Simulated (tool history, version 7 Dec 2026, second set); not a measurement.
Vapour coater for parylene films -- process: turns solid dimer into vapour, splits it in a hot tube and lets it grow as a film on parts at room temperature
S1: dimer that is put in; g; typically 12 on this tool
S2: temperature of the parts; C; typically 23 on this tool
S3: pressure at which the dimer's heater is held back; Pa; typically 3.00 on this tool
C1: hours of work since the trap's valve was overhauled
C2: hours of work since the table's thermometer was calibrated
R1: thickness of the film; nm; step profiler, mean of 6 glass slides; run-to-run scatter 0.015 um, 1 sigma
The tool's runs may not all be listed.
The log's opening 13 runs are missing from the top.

run	day	S1	S2	S3	C1	C2	R1
14	30.458	12	23	2.74	168	629	1690
15	33.383	12	23	2.74	197	658	1660
16	35.971	12	23	2.74	223	684	1640
17	37.829	15	23	3.00	242	703	2000
18	39.458	15	23	3.00	258	719	1990
19	42.262	15	23	3.00	286	747	1940
# day 44.458: trap's valve overhauled
20	44.562	12	17	3.00	1	768	2130
21	46.604	12	23	2.71	21	789	1830
22	49.971	5	22	2.71	55	823	780
23	51.367	20	24	2.12	69	836	3050
24	54.033	9	25	2.72	96	863	1250
# day 54.788: table's thermometer calibrated
25	55.442	9	25	2.72	109	7	1260
26	56.821	8	23	3.42	123	20	1110
27	59.879	9	23	5.78	154	51	1120

What does the tool deliver on the next run?
28	61.571	6	21	10.53	171	68	?

{"run 28": {"R1": 700}}
If the tool had no hidden condition, the same run with the same run-to-run variation would have returned R1 770 nm.

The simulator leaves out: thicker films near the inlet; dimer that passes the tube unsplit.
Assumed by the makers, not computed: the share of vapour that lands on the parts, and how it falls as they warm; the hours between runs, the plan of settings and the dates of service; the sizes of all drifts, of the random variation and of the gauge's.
